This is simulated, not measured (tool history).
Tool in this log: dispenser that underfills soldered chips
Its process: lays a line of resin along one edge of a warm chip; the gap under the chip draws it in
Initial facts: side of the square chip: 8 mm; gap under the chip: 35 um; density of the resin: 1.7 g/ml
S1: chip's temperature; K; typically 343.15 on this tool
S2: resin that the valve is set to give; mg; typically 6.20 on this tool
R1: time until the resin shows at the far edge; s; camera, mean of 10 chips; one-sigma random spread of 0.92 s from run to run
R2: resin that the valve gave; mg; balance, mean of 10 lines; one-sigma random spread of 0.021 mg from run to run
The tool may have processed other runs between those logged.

run 1 day=0.000 | S1=343.15 S2=6.20 | R1=126.5 R2=6.02
-- day=0.050 new syringe of resin
run 2 day=0.346 | S1=343.15 S2=6.20 | R1=108.9 R2=5.98
-- day=0.658 new syringe of resin
run 3 day=0.775 | S1=343.15 S2=6.35 | R1=97.4 R2=6.03
run 4 day=1.142 | S1=343.15 S2=6.35 | R1=121.8 R2=6.05
-- day=1.254 new syringe of resin
run 5 day=1.442 | S1=343.15 S2=6.35 | R1=100.3 R2=6.04
-- day=1.846 new syringe of resin
run 6 day=1.846 | S1=343.15 S2=7.54 | R1=88.5 R2=7.14
run 7 day=2.221 | S1=343.15 S2=7.54 | R1=110.0 R2=7.15
-- day=2.462 new syringe of resin
run 8 day=2.542 | S1=343.15 S2=7.54 | R1=92.1 R2=7.11
-- day=2.767 dispensing valve cleaned and set on the balance
run 9 day=2.967 | S1=343.15 S2=7.54 | R1=117.8 R2=7.51
-- day=3.104 new syringe of resin
run 10 day=3.233 | S1=346.15 S2=5.94 | R1=85.6 R2=5.89
run 11 day=3.567 | S1=347.15 S2=5.37 | R1=102.5 R2=5.33
-- day=3.708 new syringe of resin
run 12 day=4.050 | S1=344.15 S2=6.56 | R1=103.3 R2=6.48
-- day=4.329 new syringe of resin
run 13 day=4.562 | S1=344.15 S2=6.54 | R1=98.8 R2=6.43
-- day=4.933 new syringe of resin
run 14 day=5.112 | S1=345.15 S2=6.19 | R1=92.6 R2=6.09
run 15 day=5.442 | S1=331.15 S2=7.96 | R1=219.0 R2=7.77
-- day=5.542 new syringe of resin
run 16 day=5.742 | S1=337.15 S2=7.48 | R1=134.4 R2=7.30

Branching from run 16: 3 alternative next runs. What would each branch give?
run A day=6.004 | S1=332.15 S2=6.20 | R1=? R2=?
run B day=6.004 | S1=339.15 S2=7.00 | R1=? R2=?
run C day=6.004 | S1=353.15 S2=6.97 | R1=? R2=?

run=A R1=202.4 R2=6.04
run=B R1=143.7 R2=6.85
run=C R1=77.5 R2=6.80
Take away the tool's hidden state, keep each run's random variation, and the runs would have read:
run=A R1=144.0 R2=6.20
run=B R1=102.6 R2=7.02
run=C R1=55.6 R2=6.97

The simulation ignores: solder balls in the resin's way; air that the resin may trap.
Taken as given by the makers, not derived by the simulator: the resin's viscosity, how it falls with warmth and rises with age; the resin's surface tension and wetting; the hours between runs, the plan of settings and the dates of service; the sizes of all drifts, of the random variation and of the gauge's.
